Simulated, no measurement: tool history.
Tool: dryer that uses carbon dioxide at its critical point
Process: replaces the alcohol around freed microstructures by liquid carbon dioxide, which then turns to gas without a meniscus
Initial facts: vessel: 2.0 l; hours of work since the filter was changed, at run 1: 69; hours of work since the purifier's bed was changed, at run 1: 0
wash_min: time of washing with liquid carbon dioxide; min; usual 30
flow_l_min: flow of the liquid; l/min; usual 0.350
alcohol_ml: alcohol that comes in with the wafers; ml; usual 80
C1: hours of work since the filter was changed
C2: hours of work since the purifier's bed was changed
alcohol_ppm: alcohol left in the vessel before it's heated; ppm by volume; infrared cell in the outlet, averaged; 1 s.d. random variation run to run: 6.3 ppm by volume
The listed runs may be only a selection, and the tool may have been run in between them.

Run 1, hour 0.0: usual settings; C1 69; C2 0. Result: alcohol_ppm 270 ppm by volume.
Run 2, hour 49.0: usual settings; C1 91; C2 23. Result: alcohol_ppm 281 ppm by volume.
Run 3, hour 122.0: usual settings but flow_l_min 0.304 l/min; C1 125; C2 56. Result: alcohol_ppm 585 ppm by volume.
Run 4, hour 169.9: usual settings but flow_l_min 0.304 l/min; C1 147; C2 78. Result: alcohol_ppm 592 ppm by volume.
Run 5, hour 206.6: usual settings; C1 164; C2 95. Result: alcohol_ppm 318 ppm by volume.
Run 6, hour 266.6: usual settings; C1 192; C2 123. Result: alcohol_ppm 333 ppm by volume.
Run 7, hour 326.8: usual settings; C1 219; C2 151. Result: alcohol_ppm 344 ppm by volume.
Run 8, hour 358.5: usual settings; C1 234; C2 165. Result: alcohol_ppm 362 ppm by volume.
Run 9, hour 408.2: usual settings; C1 257; C2 188. Result: alcohol_ppm 365 ppm by volume.
Run 10, hour 469.4: usual settings; C1 285; C2 216. Result: alcohol_ppm 384 ppm by volume.
Run 11, hour 525.9: usual settings but flow_l_min 0.213 l/min; C1 311; C2 242. Result: alcohol_ppm 2382 ppm by volume.
Run 12, hour 594.1: usual settings but wash_min 36 min; C1 343; C2 274. Result: alcohol_ppm 198 ppm by volume.
Run 13, hour 632.8: usual settings but wash_min 36 min; C1 360; C2 292. Result: alcohol_ppm 206 ppm by volume.
Run 14, hour 698.2: usual settings but wash_min 36 min; C1 391; C2 322. Result: alcohol_ppm 216 ppm by volume.
Run 15, hour 770.9: usual settings but wash_min 36 min, flow_l_min 0.326 l/min, alcohol_ml 34 ml; C1 424; C2 355. Result: alcohol_ppm 176 ppm by volume.
At hour 812.0: inlet filter changed.
Run 16, hour 812.0: usual settings but wash_min 33 min, flow_l_min 0.512 l/min, alcohol_ml 34 ml; C1 0; C2 374. Result: alcohol_ppm 106 ppm by volume.
Run 17, hour 868.8: usual settings but flow_l_min 0.319 l/min; C1 26; C2 400. Result: alcohol_ppm 516 ppm by volume.
Run 18, hour 902.6: usual settings but flow_l_min 0.319 l/min; C1 42; C2 415. Result: alcohol_ppm 521 ppm by volume.
Run 19, hour 974.3: usual settings but wash_min 25 min, flow_l_min 0.595 l/min, alcohol_ml 27 ml; C1 75; C2 448. Result: alcohol_ppm 113 ppm by volume.
Run 20, hour 1021.9: usual settings but wash_min 40 min, alcohol_ml 112 ml; C1 97; C2 470. Result: alcohol_ppm 184 ppm by volume.
Run 21, hour 1076.8: usual settings but wash_min 26 min; C1 122; C2 496. Result: alcohol_ppm 675 ppm by volume.
Run 22, hour 1149.0: usual settings but wash_min 18 min, flow_l_min 0.539 l/min, alcohol_ml 32 ml; C1 155; C2 529. Result: alcohol_ppm 279 ppm by volume.
Run 23, hour 1219.9: usual settings but wash_min 32 min, flow_l_min 0.482 l/min, alcohol_ml 40 ml; C1 188; C2 562. Result: alcohol_ppm 146 ppm by volume.
Run 24, hour 1270.5: usual settings but wash_min 21 min, flow_l_min 0.450 l/min, alcohol_ml 34 ml; C1 211; C2 585. Result: alcohol_ppm 336 ppm by volume.
Run 25, hour 1335.3: usual settings but flow_l_min 0.263 l/min, alcohol_ml 39 ml; C1 241; C2 615. Result: alcohol_ppm 698 ppm by volume.
Run 26, hour 1372.9: usual settings but wash_min 45 min, flow_l_min 0.412 l/min, alcohol_ml 46 ml; C1 258; C2 632. Result: alcohol_ppm 161 ppm by volume.
Run 27, hour 1406.4: usual settings but wash_min 27 min, flow_l_min 0.266 l/min, alcohol_ml 27 ml; C1 274; C2 647. Result: alcohol_ppm 682 ppm by volume.

Branching from run 27: 3 alternative next runs. What would each branch give?
Run A, hour 1450.2: usual settings but wash_min 27 min, flow_l_min 0.308 l/min, alcohol_ml 27 ml; C1 294; C2 668. Result: alcohol_ppm ?.
Run B, hour 1450.2: usual settings but wash_min 18 min, flow_l_min 0.573 l/min, alcohol_ml 45 ml; C1 294; C2 668. Result: alcohol_ppm ?.
Run C, hour 1450.2: usual settings but alcohol_ml 33 ml; C1 294; C2 668. Result: alcohol_ppm ?.

run  alcohol_ppm
  A          465
  B          345
  C          309
Had the tool no hidden state, the same runs would have come out as:
run  alcohol_ppm
  A          253
  B          140
  C          111
